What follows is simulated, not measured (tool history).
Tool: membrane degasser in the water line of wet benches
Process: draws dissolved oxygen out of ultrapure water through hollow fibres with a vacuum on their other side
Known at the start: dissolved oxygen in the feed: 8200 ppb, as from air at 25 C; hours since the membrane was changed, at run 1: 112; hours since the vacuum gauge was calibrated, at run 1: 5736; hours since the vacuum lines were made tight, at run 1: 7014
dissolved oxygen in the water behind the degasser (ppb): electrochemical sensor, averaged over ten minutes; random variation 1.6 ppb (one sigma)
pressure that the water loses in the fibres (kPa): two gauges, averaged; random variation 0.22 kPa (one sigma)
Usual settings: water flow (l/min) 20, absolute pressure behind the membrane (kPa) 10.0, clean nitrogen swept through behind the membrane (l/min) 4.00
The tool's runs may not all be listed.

run,hour,water flow (l/min),absolute pressure behind the membrane (kPa),clean nitrogen swept through behind the membrane (l/min),hours since the membrane was changed,hours since the vacuum gauge was calibrated,hours since the vacuum lines were made tight,dissolved oxygen in the water behind the degasser (ppb),pressure that the water loses in the fibres (kPa)
1,0.0,20,10.0,4.00,112,5736,7014,168.9,51.91
2,60.3,24,10.0,4.00,172,5796,7074,216.9,62.08
# hour 139.9: vacuum gauge calibrated
3,155.3,24,10.0,4.00,266,15,7169,214.9,62.30
4,243.8,24,7.9,4.00,355,104,7257,184.1,62.06
5,316.6,24,7.9,4.00,428,177,7330,180.3,62.34
6,380.1,24,7.9,4.00,491,240,7393,182.6,62.52
7,429.3,20,10.2,4.00,540,289,7443,163.4,51.79
8,469.1,20,10.2,4.00,580,329,7482,164.1,51.68
9,559.5,20,7.0,4.00,671,420,7573,125.6,52.16
10,635.6,20,23.2,4.00,747,496,7649,320.6,52.17
11,711.1,20,10.0,7.34,822,571,7724,126.2,51.91
12,791.3,20,10.0,7.34,902,651,7805,125.9,52.15
13,837.4,20,21.4,4.00,948,697,7851,301.7,51.78
14,910.3,20,10.0,7.24,1021,770,7924,128.7,51.53
15,984.8,20,10.0,7.24,1096,845,7998,127.1,51.83
16,1059.7,27,10.0,7.24,1171,920,8073,211.3,70.07
17,1120.5,27,10.0,7.24,1232,981,8134,212.6,70.24
18,1197.3,24,10.0,3.04,1308,1057,8211,244.5,62.35
19,1255.8,13,6.6,5.42,1367,1116,8269,50.2,34.07
20,1327.4,16,17.1,5.42,1439,1188,8341,153.1,41.82
21,1404.9,14,7.0,4.12,1516,1265,8418,68.0,36.51
22,1447.6,28,6.2,3.41,1559,1308,8461,215.7,72.93
23,1509.3,28,6.2,3.41,1620,1369,8523,222.1,73.23
24,1573.3,28,6.2,3.41,1684,1433,8587,215.2,73.06
25,1613.8,28,6.2,3.41,1725,1474,8627,222.4,73.01
26,1707.7,27,23.7,4.84,1819,1568,8721,421.5,70.51
27,1766.3,27,23.7,3.09,1877,1626,8780,555.8,70.45
28,1844.1,28,17.3,10.11,1955,1704,8857,259.6,73.01
29,1911.5,18,15.2,4.00,2023,1772,8925,201.1,47.30

5 ways to go on from here, each from the tool as it stands after run 29. What would each give?
A,1958.8,16,6.3,1.86,2070,1819,8972,?,?
B,1958.8,23,8.2,9.52,2070,1819,8972,?,?
C,1958.8,18,10.6,5.17,2070,1819,8972,?,?
D,1958.8,19,20.8,8.07,2070,1819,8972,?,?
E,1958.8,15,14.9,3.35,2070,1819,8972,?,?

run,dissolved oxygen in the water behind the degasser (ppb),pressure that the water loses in the fibres (kPa)
A,114.8,41.71
B,137.8,60.29
C,131.2,47.12
D,178.6,49.83
E,172.8,39.00
Without the tool's hidden state the same runs would have given:
run,dissolved oxygen in the water behind the degasser (ppb),pressure that the water loses in the fibres (kPa)
A,108.6,41.34
B,132.2,59.75
C,124.9,46.70
D,170.4,49.39
E,163.2,38.65
